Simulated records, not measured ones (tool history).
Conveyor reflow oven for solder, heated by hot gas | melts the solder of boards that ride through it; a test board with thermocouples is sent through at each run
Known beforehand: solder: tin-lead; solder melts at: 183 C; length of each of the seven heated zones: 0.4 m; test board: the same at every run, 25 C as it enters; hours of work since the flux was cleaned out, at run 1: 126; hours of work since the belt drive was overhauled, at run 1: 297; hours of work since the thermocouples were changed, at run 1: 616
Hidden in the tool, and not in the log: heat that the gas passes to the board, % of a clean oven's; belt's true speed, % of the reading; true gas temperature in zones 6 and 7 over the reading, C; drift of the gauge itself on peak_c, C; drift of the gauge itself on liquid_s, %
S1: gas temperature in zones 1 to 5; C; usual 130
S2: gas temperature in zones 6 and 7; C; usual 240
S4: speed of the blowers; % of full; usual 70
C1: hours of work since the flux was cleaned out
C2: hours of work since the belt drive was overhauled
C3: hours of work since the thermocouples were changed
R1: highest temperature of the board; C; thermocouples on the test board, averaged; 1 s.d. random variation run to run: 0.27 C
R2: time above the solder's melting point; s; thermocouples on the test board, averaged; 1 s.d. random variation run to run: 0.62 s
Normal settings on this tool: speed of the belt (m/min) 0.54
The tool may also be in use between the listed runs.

{"run": 1, "hour": 0.0, "S1": 130, "S2": 240, "speed of the belt (m/min)": 0.54, "S4": 70, "C1": 126, "C2": 297, "C3": 616, "R1": 217.1, "R2": 61.4}
{"run": 2, "hour": 17.8, "S1": 130, "S2": 240, "speed of the belt (m/min)": 0.54, "S4": 70, "C1": 138, "C2": 309, "C3": 628, "R1": 217, "R2": 62.7}
{"run": 3, "hour": 38.1, "S1": 130, "S2": 240, "speed of the belt (m/min)": 0.54, "S4": 70, "C1": 152, "C2": 323, "C3": 642, "R1": 217.1, "R2": 63}
{"run": 4, "hour": 52.8, "S1": 130, "S2": 240, "speed of the belt (m/min)": 0.54, "S4": 70, "C1": 162, "C2": 334, "C3": 652, "R1": 217.2, "R2": 61.7}
{"run": 5, "hour": 73.6, "S1": 130, "S2": 240, "speed of the belt (m/min)": 0.54, "S4": 70, "C1": 177, "C2": 348, "C3": 667, "R1": 217.4, "R2": 61.8}
{"run": 6, "hour": 83.9, "S1": 130, "S2": 240, "speed of the belt (m/min)": 0.54, "S4": 70, "C1": 184, "C2": 355, "C3": 674, "R1": 217.1, "R2": 62}
{"run": 7, "hour": 94.5, "S1": 130, "S2": 240, "speed of the belt (m/min)": 0.54, "S4": 70, "C1": 191, "C2": 362, "C3": 681, "R1": 217.2, "R2": 62}
{"run": 8, "hour": 105.0, "S1": 130, "S2": 240, "speed of the belt (m/min)": 0.54, "S4": 70, "C1": 198, "C2": 370, "C3": 689, "R1": 217, "R2": 62.2}
{"hour": 129.4, "done": "flux residue cleaned out of gas plates and filters"}
{"run": 9, "hour": 129.4, "S1": 130, "S2": 240, "speed of the belt (m/min)": 0.54, "S4": 70, "C1": 0, "C2": 383, "C3": 702, "R1": 217.6, "R2": 61.3}
{"run": 10, "hour": 140.0, "S1": 130, "S2": 240, "speed of the belt (m/min)": 0.54, "S4": 70, "C1": 7, "C2": 391, "C3": 709, "R1": 216.7, "R2": 63}
{"run": 11, "hour": 152.1, "S1": 130, "S2": 240, "speed of the belt (m/min)": 0.54, "S4": 70, "C1": 16, "C2": 399, "C3": 718, "R1": 217.3, "R2": 62.2}
{"run": 12, "hour": 161.1, "S1": 130, "S2": 240, "speed of the belt (m/min)": 0.54, "S4": 70, "C1": 22, "C2": 405, "C3": 724, "R1": 217.1, "R2": 62.3}
{"hour": 170.5, "done": "thermocouples of zones 6 and 7 changed"}
{"run": 13, "hour": 182.2, "S1": 130, "S2": 240, "speed of the belt (m/min)": 0.54, "S4": 70, "C1": 35, "C2": 418, "C3": 8, "R1": 217, "R2": 62.2}
{"run": 14, "hour": 199.3, "S1": 130, "S2": 240, "speed of the belt (m/min)": 0.54, "S4": 70, "C1": 47, "C2": 430, "C3": 20, "R1": 217.1, "R2": 61.7}
{"run": 15, "hour": 213.9, "S1": 124, "S2": 254, "speed of the belt (m/min)": 0.494, "S4": 70, "C1": 57, "C2": 440, "C3": 30, "R1": 231.3, "R2": 78.6}
{"run": 16, "hour": 230.6, "S1": 130, "S2": 228, "speed of the belt (m/min)": 0.54, "S4": 70, "C1": 69, "C2": 452, "C3": 42, "R1": 207.5, "R2": 52.2}
{"run": 17, "hour": 243.7, "S1": 130, "S2": 228, "speed of the belt (m/min)": 0.54, "S4": 70, "C1": 78, "C2": 461, "C3": 51, "R1": 207.2, "R2": 51.1}
{"run": 18, "hour": 256.4, "S1": 130, "S2": 228, "speed of the belt (m/min)": 0.54, "S4": 70, "C1": 87, "C2": 470, "C3": 59, "R1": 207.4, "R2": 51.5}
{"run": 19, "hour": 273.0, "S1": 121, "S2": 240, "speed of the belt (m/min)": 0.54, "S4": 70, "C1": 98, "C2": 481, "C3": 71, "R1": 214.8, "R2": 57.9}
{"run": 20, "hour": 285.8, "S1": 135, "S2": 233, "speed of the belt (m/min)": 0.503, "S4": 70, "C1": 107, "C2": 490, "C3": 80, "R1": 214.9, "R2": 67.1}
{"run": 21, "hour": 296.6, "S1": 121, "S2": 233, "speed of the belt (m/min)": 0.569, "S4": 52, "C1": 114, "C2": 498, "C3": 87, "R1": 197, "R2": 30.8}
{"run": 22, "hour": 306.2, "S1": 121, "S2": 228, "speed of the belt (m/min)": 0.569, "S4": 79, "C1": 121, "C2": 504, "C3": 94, "R1": 206.4, "R2": 45.8}
{"run": 23, "hour": 321.1, "S1": 134, "S2": 229, "speed of the belt (m/min)": 0.54, "S4": 62, "C1": 131, "C2": 515, "C3": 104, "R1": 205.4, "R2": 49.5}
{"run": 24, "hour": 332.3, "S1": 134, "S2": 253, "speed of the belt (m/min)": 0.54, "S4": 68, "C1": 139, "C2": 522, "C3": 112, "R1": 228, "R2": 71.6}
{"run": 25, "hour": 341.7, "S1": 133, "S2": 253, "speed of the belt (m/min)": 0.578, "S4": 70, "C1": 146, "C2": 529, "C3": 118, "R1": 225.2, "R2": 65.1}

What if the next run were any one of these 5? Each begins from the tool's condition after run 25:
{"run": "A", "hour": 362.9, "S1": 133, "S2": 237, "speed of the belt (m/min)": 0.578, "S4": 63, "C1": 160, "C2": 543, "C3": 133, "R1": "?", "R2": "?"}
{"run": "B", "hour": 362.9, "S1": 133, "S2": 239, "speed of the belt (m/min)": 0.578, "S4": 70, "C1": 160, "C2": 543, "C3": 133, "R1": "?", "R2": "?"}
{"run": "C", "hour": 362.9, "S1": 119, "S2": 240, "speed of the belt (m/min)": 0.54, "S4": 70, "C1": 160, "C2": 543, "C3": 133, "R1": "?", "R2": "?"}
{"run": "D", "hour": 362.9, "S1": 136, "S2": 248, "speed of the belt (m/min)": 0.589, "S4": 70, "C1": 160, "C2": 543, "C3": 133, "R1": "?", "R2": "?"}
{"run": "E", "hour": 362.9, "S1": 124, "S2": 240, "speed of the belt (m/min)": 0.476, "S4": 70, "C1": 160, "C2": 543, "C3": 133, "R1": "?", "R2": "?"}

run=A R1=209.4 R2=50.6
run=B R1=214.1 R2=55.9
run=C R1=214.3 R2=56.6
run=D R1=221.3 R2=61.9
run=E R1=220.9 R2=71.9
The same runs, with their run-to-run variation unchanged, on a tool lacking any hidden condition would have given:
run=A R1=209.4 R2=50.6
run=B R1=214.1 R2=55.8
run=C R1=214.3 R2=56.6
run=D R1=221.3 R2=61.8
run=E R1=220.9 R2=71.9
